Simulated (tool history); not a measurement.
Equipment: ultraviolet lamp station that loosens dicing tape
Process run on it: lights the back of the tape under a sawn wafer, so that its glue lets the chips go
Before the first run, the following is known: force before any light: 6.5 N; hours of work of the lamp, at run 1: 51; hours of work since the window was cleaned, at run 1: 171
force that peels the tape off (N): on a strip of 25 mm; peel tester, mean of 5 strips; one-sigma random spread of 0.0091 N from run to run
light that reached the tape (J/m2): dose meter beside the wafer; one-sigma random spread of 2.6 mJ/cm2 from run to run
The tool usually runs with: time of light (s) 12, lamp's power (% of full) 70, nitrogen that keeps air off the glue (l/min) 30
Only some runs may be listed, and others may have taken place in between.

| run | hour | time of light (s) | lamp's power (% of full) | nitrogen that keeps air off the glue (l/min) | hours of work of the lamp | hours of work since the window was cleaned | force that peels the tape off (N) | light that reached the tape (J/m2) |
|---|---|---|---|---|---|---|---|---|
| 1 | 0 | 12 | 70 | 30 | 51 | 171 | 0.373 | 3250 |
| 2 | 9.1 | 17 | 70 | 30 | 57 | 177 | 0.142 | 4640 |
| 3 | 18.5 | 17 | 70 | 30 | 64 | 184 | 0.147 | 4670 |
| 4 | 28.8 | 12 | 70 | 24 | 71 | 191 | 0.473 | 3270 |
| 5 | 38.2 | 12 | 70 | 24 | 77 | 198 | 0.478 | 3330 |
| 6 | 48.2 | 12 | 70 | 24 | 84 | 205 | 0.464 | 3270 |
| 7 | 57.8 | 12 | 93 | 30 | 91 | 211 | 0.165 | 4330 |
| 8 | 67.9 | 12 | 70 | 30 | 98 | 218 | 0.381 | 3310 |
| 9 | 75.9 | 12 | 70 | 30 | 104 | 224 | 0.377 | 3290 |
| 10 | 81.3 | 12 | 70 | 35 | 107 | 228 | 0.324 | 3290 |
| 11 | 87.1 | 12 | 70 | 35 | 111 | 232 | 0.335 | 3320 |
| 12 | 95.4 | 12 | 70 | 35 | 117 | 237 | 0.327 | 3290 |
| 13 | 101.2 | 12 | 70 | 30 | 121 | 241 | 0.396 | 3330 |
| 14 | 112.6 | 12 | 70 | 30 | 129 | 249 | 0.376 | 3270 |
| 15 | 121.8 | 12 | 70 | 30 | 136 | 256 | 0.383 | 3250 |
| 16 | 127.1 | 7 | 77 | 12 | 139 | 259 | 1.78 | 2130 |
| 17 | 132 | 7 | 77 | 12 | 143 | 263 | 1.735 | 2070 |
| 18 | 143.5 | 7 | 77 | 20 | 151 | 271 | 1.303 | 2090 |
|  | 146.4 | window cleaned of glue's vapour |
| 19 | 152.4 | 7 | 85 | 20 | 157 | 4 | 1.127 | 2340 |
| 20 | 157.7 | 7 | 85 | 20 | 160 | 8 | 1.102 | 2330 |
| 21 | 166.5 | 17 | 67 | 16 | 166 | 14 | 0.337 | 4460 |
| 22 | 173.6 | 7 | 86 | 32 | 171 | 19 | 0.774 | 2340 |
| 23 | 181.5 | 20 | 98 | 13 | 177 | 24 | 0.099 | 7740 |
| 24 | 188.6 | 11 | 95 | 30 | 182 | 29 | 0.218 | 4100 |
| 25 | 198.8 | 12 | 100 | 24 | 189 | 37 | 0.178 | 4680 |
| 26 | 204.6 | 22 | 70 | 14 | 193 | 41 | 0.166 | 6000 |
| 27 | 215.3 | 6 | 98 | 33 | 200 | 48 | 0.797 | 2260 |

Alternative continuations, all from the tool just after run 27; predict every row:
| A | 223.3 | 12 | 70 | 18 | 206 | 54 | ? | ? |
| B | 223.3 | 16 | 98 | 10 | 206 | 54 | ? | ? |
| C | 223.3 | 14 | 98 | 49 | 206 | 54 | ? | ? |
| D | 223.3 | 9 | 98 | 33 | 206 | 54 | ? | ? |

| run | force that peels the tape off (N) | light that reached the tape (J/m2) |
|---|---|---|
| A | 0.622 | 3270 |
| B | 0.231 | 6090 |
| C | 0.078 | 5410 |
| D | 0.297 | 3460 |
Take away the tool's hidden state, keep each run's random variation, and the runs would have read:
| run | force that peels the tape off (N) | light that reached the tape (J/m2) |
|---|---|---|
| A | 0.622 | 3270 |
| B | 0.231 | 6100 |
| C | 0.078 | 5420 |
| D | 0.296 | 3460 |
